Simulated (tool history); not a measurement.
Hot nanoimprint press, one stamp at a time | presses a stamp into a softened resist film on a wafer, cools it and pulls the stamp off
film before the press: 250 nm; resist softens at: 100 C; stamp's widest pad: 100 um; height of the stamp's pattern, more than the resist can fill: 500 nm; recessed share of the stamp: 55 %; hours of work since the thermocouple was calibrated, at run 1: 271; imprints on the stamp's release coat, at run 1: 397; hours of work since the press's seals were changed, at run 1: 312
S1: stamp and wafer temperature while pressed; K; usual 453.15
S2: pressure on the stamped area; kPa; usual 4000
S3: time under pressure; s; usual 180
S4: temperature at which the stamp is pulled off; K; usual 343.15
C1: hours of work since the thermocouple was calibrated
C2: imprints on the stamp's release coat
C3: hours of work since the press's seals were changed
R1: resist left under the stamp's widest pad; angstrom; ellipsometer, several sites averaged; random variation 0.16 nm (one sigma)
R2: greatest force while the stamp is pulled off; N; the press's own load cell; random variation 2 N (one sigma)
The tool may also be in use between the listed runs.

run 1 hour=0 | S1=453.15 S2=4000 S3=180 S4=343.15 | C1=271 C2=397 C3=312 | R1=929 R2=155
run 2 hour=21.3 | S1=451.15 S2=4000 S3=180 S4=343.15 | C1=288 C2=472 C3=329 | R1=994 R2=159
run 3 hour=43.4 | S1=451.15 S2=4000 S3=180 S4=343.15 | C1=305 C2=549 C3=346 | R1=993 R2=160
run 4 hour=64.8 | S1=451.15 S2=4000 S3=180 S4=343.15 | C1=322 C2=624 C3=363 | R1=996 R2=157
run 5 hour=82.6 | S1=451.15 S2=4000 S3=180 S4=343.15 | C1=336 C2=687 C3=377 | R1=998 R2=165
run 6 hour=95.3 | S1=453.15 S2=4000 S3=180 S4=343.15 | C1=346 C2=731 C3=387 | R1=937 R2=166
-- hour=109.7 plate thermocouple calibrated
run 7 hour=109.7 | S1=453.15 S2=2560 S3=180 S4=343.15 | C1=0 C2=771 C3=396 | R1=1164 R2=167
run 8 hour=126.5 | S1=453.15 S2=2560 S3=180 S4=343.15 | C1=13 C2=830 C3=410 | R1=1164 R2=166
run 9 hour=142.5 | S1=453.15 S2=2560 S3=180 S4=343.15 | C1=26 C2=886 C3=422 | R1=1165 R2=172
-- hour=160.1 plate thermocouple calibrated, once more
run 10 hour=160.4 | S1=453.15 S2=2560 S3=180 S4=343.15 | C1=0 C2=939 C3=434 | R1=1112 R2=168
run 11 hour=176.4 | S1=453.15 S2=2560 S3=180 S4=343.15 | C1=13 C2=995 C3=447 | R1=1112 R2=175
run 12 hour=186.2 | S1=453.15 S2=2560 S3=180 S4=343.15 | C1=21 C2=1029 C3=455 | R1=1114 R2=176
run 13 hour=208.3 | S1=453.15 S2=2830 S3=180 S4=343.15 | C1=38 C2=1107 C3=472 | R1=1069 R2=175
run 14 hour=231.2 | S1=446.15 S2=2830 S3=180 S4=337.15 | C1=56 C2=1187 C3=490 | R1=1321 R2=191
run 15 hour=250.2 | S1=446.15 S2=2830 S3=180 S4=337.15 | C1=71 C2=1253 C3=506 | R1=1325 R2=191
-- hour=271.4 stamp cleaned and given a new release coat
run 16 hour=274 | S1=446.15 S2=2830 S3=180 S4=337.15 | C1=86 C2=9 C3=520 | R1=1323 R2=149
run 17 hour=285.4 | S1=459.15 S2=4000 S3=180 S4=341.15 | C1=95 C2=49 C3=529 | R1=760 R2=145
run 18 hour=300 | S1=453.15 S2=3700 S3=180 S4=343.15 | C1=106 C2=100 C3=540 | R1=951 R2=141
run 19 hour=320.6 | S1=453.15 S2=5180 S3=180 S4=334.15 | C1=123 C2=172 C3=557 | R1=811 R2=160
run 20 hour=336.2 | S1=453.15 S2=5180 S3=180 S4=334.15 | C1=135 C2=227 C3=569 | R1=813 R2=161
run 21 hour=348.8 | S1=459.15 S2=3090 S3=180 S4=334.15 | C1=145 C2=271 C3=579 | R1=866 R2=165
run 22 hour=362.5 | S1=459.15 S2=3090 S3=155 S4=331.15 | C1=156 C2=319 C3=590 | R1=918 R2=166
run 23 hour=375.6 | S1=464.15 S2=6270 S3=158 S4=336.15 | C1=166 C2=365 C3=600 | R1=553 R2=166
run 24 hour=390.3 | S1=464.15 S2=2830 S3=183 S4=336.15 | C1=178 C2=417 C3=612 | R1=774 R2=166
run 25 hour=408.5 | S1=453.15 S2=4430 S3=180 S4=351.15 | C1=192 C2=481 C3=626 | R1=879 R2=145
run 26 hour=418.3 | S1=459.15 S2=4000 S3=180 S4=343.15 | C1=200 C2=515 C3=634 | R1=764 R2=158

3 ways to go on from here, each from the tool as it stands after run 26. What would each give?
run A hour=430.8 | S1=459.15 S2=5320 S3=180 S4=343.15 | C1=210 C2=559 C3=644 | R1=? R2=?
run B hour=430.8 | S1=462.15 S2=4000 S3=158 S4=337.15 | C1=210 C2=559 C3=644 | R1=? R2=?
run C hour=430.8 | S1=459.15 S2=4040 S3=345 S4=342.15 | C1=210 C2=559 C3=644 | R1=? R2=?

run=A R1=666 R2=154
run=B R1=739 R2=170
run=C R1=577 R2=160
Without the tool's hidden state the same runs would have given:
run=A R1=642 R2=134
run=B R1=717 R2=149
run=C R1=559 R2=140
